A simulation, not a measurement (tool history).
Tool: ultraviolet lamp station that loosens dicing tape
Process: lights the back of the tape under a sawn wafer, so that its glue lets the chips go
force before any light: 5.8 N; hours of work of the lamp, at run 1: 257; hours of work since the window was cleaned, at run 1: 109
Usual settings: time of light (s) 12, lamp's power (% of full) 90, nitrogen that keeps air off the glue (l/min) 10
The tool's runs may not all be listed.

run	hour	time of light (s)	lamp's power (% of full)	nitrogen that keeps air off the glue (l/min)	hours of work of the lamp	hours of work since the window was cleaned	force that peels the tape off (N)	light that reached the tape (J/m2)
1	0	12	90	10	257	109	0.232	3670
2	45	12	90	10	276	128	0.242	3660
3	92.3	18	90	10	295	147	0.177	5380
4	152	18	90	10	320	172	0.185	5290
5	210.6	18	90	10	344	196	0.182	5170
6	272.1	12	90	4	369	221	0.447	3380
7	297.3	19	90	5	380	231	0.204	5360
8	342	10	90	14	398	250	0.297	2760
9	371	10	62	5	410	262	1.059	1890
10	398.7	10	62	5	421	273	1.083	1870
11	454.8	10	75	9	444	296	0.54	2270
12	490.9	10	75	9	459	311	0.551	2240

Measured less the same run without the tool's hidden state. The same run-to-run variation is in both; the gauge's scatter may not be:
The hidden state here: lamp's light, % of a new lamp's; light that the window lets through, % of a clean one's; drift of the gauge itself on peel_n, %; drift of the gauge itself on dose_mj_cm2, %.
run	force that peels the tape off (N)	light that reached the tape (J/m2)
1	+0.028	-590
2	+0.033	-640
3	+0.004	-1020
4	+0.006	-1120
5	+0.006	-1200
6	+0.143	-860
7	+0.022	-1410
8	+0.078	-790
9	+0.367	-560
10	+0.383	-580
11	+0.213	-730
12	+0.224	-750
